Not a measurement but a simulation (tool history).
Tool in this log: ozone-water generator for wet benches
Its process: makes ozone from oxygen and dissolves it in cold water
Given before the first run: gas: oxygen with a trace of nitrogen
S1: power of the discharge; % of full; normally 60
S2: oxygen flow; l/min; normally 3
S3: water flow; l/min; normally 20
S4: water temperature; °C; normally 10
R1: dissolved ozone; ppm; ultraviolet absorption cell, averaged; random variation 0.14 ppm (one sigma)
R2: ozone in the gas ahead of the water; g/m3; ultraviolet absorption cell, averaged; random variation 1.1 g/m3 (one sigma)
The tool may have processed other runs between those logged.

run	hour	S1	S2	S3	S4	R1	R2
1	0	60	3	20	10	16.9	199.3
2	22.6	60	3	20	10	16.7	199.4
3	49.4	60	3	20	10	16.8	198.6
4	72.4	60	3	20	15	16.1	199.4
5	95.9	60	3	20	10	16.7	200.9
6	112.3	60	3	20	10	16.8	198.7
7	126.4	60	3	20	10	16.8	199.3
8	140.6	49	3	20	10	14.3	168
9	164	49	3	20	10	14.1	169.2
10	180.3	49	3	20	10	14.2	168.6
11	195.6	76	3.31	15	10	27.7	229.1
12	213.6	60	4.5	20	10	18.7	169
13	230.1	60	4.5	20	10	18.5	168.9
14	244.2	60	4.76	20	10	18.8	163.3
15	268.9	60	3	12	15	25.5	197.2
16	294.4	58	4.62	20	10	18.4	161.1
17	324.2	58	4.62	20	10	18.7	161.8

Each row is a separate what-if for the run after 17, all from the same tool condition, not one after another. Results?
A	352.9	44	4.44	20	7	?	?
B	352.9	60	1.82	31	10	?	?
C	352.9	83	1.95	20	10	?	?
D	352.9	60	1.92	20	10	?	?

run	R1	R2
A	15	131.9
B	8.3	245.7
C	18.7	307.4
D	14.2	239.2
The same runs, with their run-to-run variation unchanged, on a tool lacking any hidden condition would have given:
run	R1	R2
A	15	131.9
B	8.3	245.7
C	18.7	307.4
D	14.2	239.2

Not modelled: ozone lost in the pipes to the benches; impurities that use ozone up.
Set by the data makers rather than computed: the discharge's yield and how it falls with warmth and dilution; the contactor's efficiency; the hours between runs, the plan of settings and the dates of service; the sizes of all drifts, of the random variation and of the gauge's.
